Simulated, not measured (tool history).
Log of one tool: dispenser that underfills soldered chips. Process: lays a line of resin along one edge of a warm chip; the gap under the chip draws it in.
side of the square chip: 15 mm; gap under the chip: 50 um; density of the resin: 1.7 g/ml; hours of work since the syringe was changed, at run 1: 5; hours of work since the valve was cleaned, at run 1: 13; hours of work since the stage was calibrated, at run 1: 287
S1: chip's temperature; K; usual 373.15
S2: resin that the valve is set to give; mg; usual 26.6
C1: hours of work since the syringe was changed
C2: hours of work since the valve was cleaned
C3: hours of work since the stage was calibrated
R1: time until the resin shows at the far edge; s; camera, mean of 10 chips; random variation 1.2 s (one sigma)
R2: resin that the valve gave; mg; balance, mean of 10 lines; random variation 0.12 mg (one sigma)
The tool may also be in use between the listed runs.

run   hour      S1    S2  C1  C2   C3     R1     R2
  1      0  373.15  26.6   5  13  287    171  26.34
       5.7  -- new syringe of resin
  2   14.4  373.15  26.6   6  23  297  182.2   26.2
      17.5  -- new syringe of resin
  3   26.4  373.15  26.6   6  32  306  183.8   25.9
      29.4  -- new syringe of resin
  4   36.6  373.15  26.6   5  39  313  175.5  25.53
      41.8  -- new syringe of resin
  5   44.9  373.15  26.6   2  44  319  152.1  25.56
        54  -- new syringe of resin
  6     57  359.15  26.6   2  53  327    267   25.4
  7   64.2  359.15  26.6   7  58  332  344.5  25.31
      65.7  -- new syringe of resin
      77.2  -- new syringe of resin
      78.2  -- dispensing valve cleaned and set on the balance
  8   79.5  373.15  26.6   1   1  342  136.2   26.4
      89.9  -- new syringe of resin
  9   96.3  373.15  28.3   5  13  354  166.1  27.93
     102.4  -- new syringe of resin
 10    107  373.15  28.3   3  20  362  156.5  27.91
     114.3  -- new syringe of resin
 11  114.9  373.15  28.3   0  26  367    136  27.44
 12  124.4  373.15  28.3   7  33  374  193.6  27.57
     126.1  -- new syringe of resin
       138  -- new syringe of resin
 13  138.8  373.15  28.3   1  43  384  136.3  27.12
     150.3  -- new syringe of resin
 14  153.7  373.15  28.3   2  53  395    153  27.03
     162.6  -- new syringe of resin
 15  170.7  373.15  26.6   6  65  407  179.6  25.01
     174.2  -- dispensing valve cleaned and set on the balance
     175.6  -- new syringe of resin
 16  185.2  373.15  33.8   7   8  416  188.6  33.73
     187.1  -- new syringe of resin
 17  196.4  382.15  33.8   7  16  424  132.6  33.37
     198.6  -- new syringe of resin
     210.5  -- new syringe of resin
 18  211.3  364.15  22.7   1  26  434  216.3  21.94
     222.1  -- new syringe of resin
 19    224  366.15  33.7   1  35  443    184   32.6
     233.8  -- new syringe of resin
 20  235.3  376.15  30.7   1  43  451    126  29.29
     245.7  -- new syringe of resin
 21  247.7  388.15  26.6   1  52  460   84.4  25.24
 22  256.5  388.15  26.6   8  58  466  118.3  25.22
     257.9  -- new syringe of resin
 23    267  388.15  26.6   7  65  474  110.8  24.63
     270.1  -- new syringe of resin
     271.1  -- dispensing valve cleaned and set on the balance
     283.2  -- new syringe of resin
 24    285  364.15  25.4   1  10  486  217.9  24.98
     294.7  -- new syringe of resin
 25    302  383.15  25.8   5  22  498  124.3  25.13
     306.4  -- new syringe of resin
 26  315.8  375.15  23.2   7  32  507  188.4   22.6
     317.9  -- new syringe of resin
 27  327.3  375.15  23.2   7  40  516    196  22.09
     329.8  -- new syringe of resin
 28  337.4  383.15    32   6  47  523    122  30.52
     341.8  -- new syringe of resin
 29    347  375.15  27.9   4  54  529  160.1   26.5
     353.3  -- new syringe of resin
 30  356.8  373.15  27.9   3  60  536  156.7   26.1
     365.2  -- new syringe of resin
 31  365.4  373.15  27.9   0  66  542  143.9  26.03
       368  -- dispensing valve cleaned and set on the balance
     377.8  -- new syringe of resin
 32  383.2  373.15    23   4  11  554  179.6  22.79
     389.6  -- new syringe of resin
 33  398.8  376.15  27.3   7  22  565  171.6  26.72
     401.5  -- new syringe of resin
 34  412.3  371.15  27.3   8  31  575  227.3  26.37

Forecast each of these 3 alternatives for the next run:
     413.8  -- new syringe of resin
  A  421.5  360.15  27.3   6  38  581   ?   ?
     413.8  -- new syringe of resin
  B  421.5  363.15  26.6   6  38  581   ?   ?
     413.8  -- new syringe of resin
  C  421.5  381.15  33.4   6  38  581   ?   ?

run     R1     R2
  A  332.2   26.3
  B  293.6  25.89
  C  139.8  32.29
Without the tool's hidden state the same runs would have given:
run     R1     R2
  A  199.1  27.25
  B  176.4  26.81
  C   86.2  33.45
